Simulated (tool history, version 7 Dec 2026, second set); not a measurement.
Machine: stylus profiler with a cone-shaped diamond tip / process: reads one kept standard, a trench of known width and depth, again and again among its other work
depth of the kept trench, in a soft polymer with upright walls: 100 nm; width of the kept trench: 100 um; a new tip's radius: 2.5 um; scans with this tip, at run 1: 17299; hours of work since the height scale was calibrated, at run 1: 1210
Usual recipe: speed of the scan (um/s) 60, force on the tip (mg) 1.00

run	hour	speed of the scan (um/s)	force on the tip (mg)	scans with this tip	hours of work since the height scale was calibrated	depth of the trench (Å)	width of the trench's floor (um)
1	0.0	60	1.00	17299	1210	1000.0	97.81
2	69.3	60	1.07	17975	1257	999.9	97.78
3	140.7	60	0.99	18673	1306	999.0	97.75
4	247.8	60	0.92	19718	1379	999.2	97.68
5	320.1	60	0.92	20423	1428	998.7	97.71
6	394.1	51	0.92	21146	1479	998.3	97.70
7	455.4	51	0.92	21744	1520	998.8	97.67
8	596.6	51	0.92	23123	1617	998.1	97.68
9	705.1	60	1.00	24182	1691	998.0	97.62
10	790.0	31	1.00	25011	1749	998.8	97.63
11	866.8	31	1.00	25760	1801	998.3	97.67
12	999.4	31	1.00	27055	1892	998.3	97.59
13	1114.2	174	1.00	28175	1970	998.1	97.19
14	1246.8	71	1.00	29469	2061	997.3	97.48
15	1312.3	60	0.45	30109	2105	996.1	97.31
16	1376.1	17	0.42	30732	2149	996.1	97.47
17	1486.9	17	1.02	31813	2224	998.8	97.53
# hour 1577.6: height scale calibrated on a step standard
18	1597.3	17	1.02	32886	13	1003.1	97.49
# hour 1622.1: new tip fitted, height scale calibrated
19	1669.7	17	1.02	464	32	1002.4	98.52
20	1795.9	45	0.36	1696	119	1000.4	98.30
21	1913.9	194	0.68	2848	199	1001.3	97.71
22	1983.3	15	0.39	3525	247	1001.0	98.36
23	2093.2	60	2.87	4598	322	1005.1	98.31
24	2193.2	26	1.61	5575	390	1002.6	98.31
25	2319.1	22	0.40	6803	476	1000.4	98.25
26	2436.8	16	0.68	7952	556	1000.1	98.28
27	2537.8	60	0.42	8938	625	1000.3	98.01

Estimate the outcome of run 28 from the log above:
28	2659.8	60	0.61	10129	708	?	?

{"run 28": {"depth of the trench (Å)": 999.9, "width of the trench's floor (um)": 98.0}}
The same run, on a tool lacking any hidden state, would have yielded depth of the trench (Å) 1002.1, width of the trench's floor (um) 98.38.
